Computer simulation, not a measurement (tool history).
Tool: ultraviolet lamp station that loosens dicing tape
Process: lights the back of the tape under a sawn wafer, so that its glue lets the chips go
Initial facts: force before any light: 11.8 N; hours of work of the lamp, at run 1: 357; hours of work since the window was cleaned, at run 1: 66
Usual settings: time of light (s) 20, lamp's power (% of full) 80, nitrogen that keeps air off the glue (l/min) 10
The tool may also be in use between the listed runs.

run   hour  time of light (s)  lamp's power (% of full)  nitrogen that keeps air off the glue (l/min)  hours of work of the lamp  hours of work since the window was cleaned  force that peels the tape off (N)  light that reached the tape (mJ/cm2)
  1      0                 20                        80                                            10                        357                                          66                              1.268                                   478
  2   53.4                 20                        80                                            10                        388                                          97                              1.286                                   466
  3  138.1                 20                        80                                            12                        438                                         147                              1.319                                   458
  4  201.2                 20                        80                                            12                        475                                         184                              1.311                                   448
  5  249.9                 20                        80                                            12                        504                                         213                               1.37                                   438
  6  314.7                 20                        79                                            10                        542                                         251                              1.583                                   427
  7  394.2                 23                        80                                            10                        589                                         298                              1.238                                   482
  8  456.1                 23                        80                                            10                        625                                         335                               1.27                                   478
  9  528.3                 33                        80                                             3                        668                                         377                              1.144                                   666
 10  581.9                 33                        80                                             3                        700                                         409                              1.158                                   655
       645  -- window cleaned of glue's vapour
 11  656.4                 33                        80                                             3                        743                                           7                              0.944                                   732
 12  727.1                 14                        80                                             9                        785                                          48                              2.892                                   300
 13    773                 22                        79                                            15                        812                                          75                              1.231                                   458
 14  842.8                 37                        83                                             7                        853                                         117                               0.52                                   792

Here are 3 independent what-if runs from the current tool condition. What would each one return?
  A  919.5                 13                        80                                             6                        898                                         162                                  ?                                     ?
  B  919.5                 13                        93                                            14                        898                                         162                                  ?                                     ?
  C  919.5                 37                        95                                            17                        898                                         162                                  ?                                     ?

run  force that peels the tape off (N)  light that reached the tape (mJ/cm2)
  A                              3.572                                   259
  B                              2.533                                   307
  C                              0.335                                   872
The same runs, with their run-to-run variation unchanged, on a tool lacking any hidden condition would have given:
run  force that peels the tape off (N)  light that reached the tape (mJ/cm2)
  A                               2.54                                   339
  B                              1.626                                   401
  C                              0.265                                  1142
